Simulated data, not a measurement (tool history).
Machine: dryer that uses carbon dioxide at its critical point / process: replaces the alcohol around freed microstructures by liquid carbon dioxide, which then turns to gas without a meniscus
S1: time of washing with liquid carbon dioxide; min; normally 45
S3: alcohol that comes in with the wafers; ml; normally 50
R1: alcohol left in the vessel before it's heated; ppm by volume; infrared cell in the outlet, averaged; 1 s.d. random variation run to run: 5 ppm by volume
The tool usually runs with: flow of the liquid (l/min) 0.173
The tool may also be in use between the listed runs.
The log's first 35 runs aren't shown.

Run 36, hour 927.8: usual settings but S1 47 min, flow of the liquid (l/min) 0.27, S3 67 ml. Result: R1 168 ppm by volume.
Run 37, hour 954.9: usual settings but S1 35 min, flow of the liquid (l/min) 0.166, S3 67 ml. Result: R1 531 ppm by volume.
Run 38, hour 993.5: usual settings but S1 35 min, flow of the liquid (l/min) 0.166, S3 67 ml. Result: R1 563 ppm by volume.
Run 39, hour 1015.3: usual settings but S1 35 min, flow of the liquid (l/min) 0.166, S3 67 ml. Result: R1 545 ppm by volume.
Run 40, hour 1036.1: usual settings but S1 36 min, flow of the liquid (l/min) 0.248, S3 38 ml. Result: R1 181 ppm by volume.
Run 41, hour 1057.7: usual settings but S1 32 min, flow of the liquid (l/min) 0.117, S3 85 ml. Result: R1 3389 ppm by volume.
Run 42, hour 1081.5: usual settings but S1 32 min, flow of the liquid (l/min) 0.153, S3 26 ml. Result: R1 539 ppm by volume.
Run 43, hour 1115.1: usual settings but flow of the liquid (l/min) 0.142, S3 26 ml. Result: R1 281 ppm by volume.
Run 44, hour 1149.6: usual settings but S1 68 min, flow of the liquid (l/min) 0.142, S3 85 ml. Result: R1 195 ppm by volume.
Run 45, hour 1179.3: usual settings but S1 68 min, flow of the liquid (l/min) 0.142, S3 85 ml. Result: R1 198 ppm by volume.
Run 46, hour 1204.5: usual settings but S1 70 min, flow of the liquid (l/min) 0.104. Result: R1 268 ppm by volume.
Run 47, hour 1226.9: usual settings but S1 40 min, flow of the liquid (l/min) 0.177, S3 74 ml. Result: R1 342 ppm by volume.

What if the next run were any one of these 4? Each begins from the tool's condition after run 47:
Run A, hour 1264.3: usual settings but S1 40 min, flow of the liquid (l/min) 0.293, S3 74 ml. Result: R1 ?.
Run B, hour 1264.3: usual settings but S1 65 min. Result: R1 ?.
Run C, hour 1264.3: usual settings but S1 40 min, flow of the liquid (l/min) 0.177, S3 20 ml. Result: R1 ?.
Run D, hour 1264.3: usual settings but S3 36 ml. Result: R1 ?.

run   R1
  A  177
  B  189
  C  228
  D  238
With the hidden condition removed and each run's random variation left untouched, the same runs would have given:
run  R1
  A   0
  B   8
  C  29
  D  34
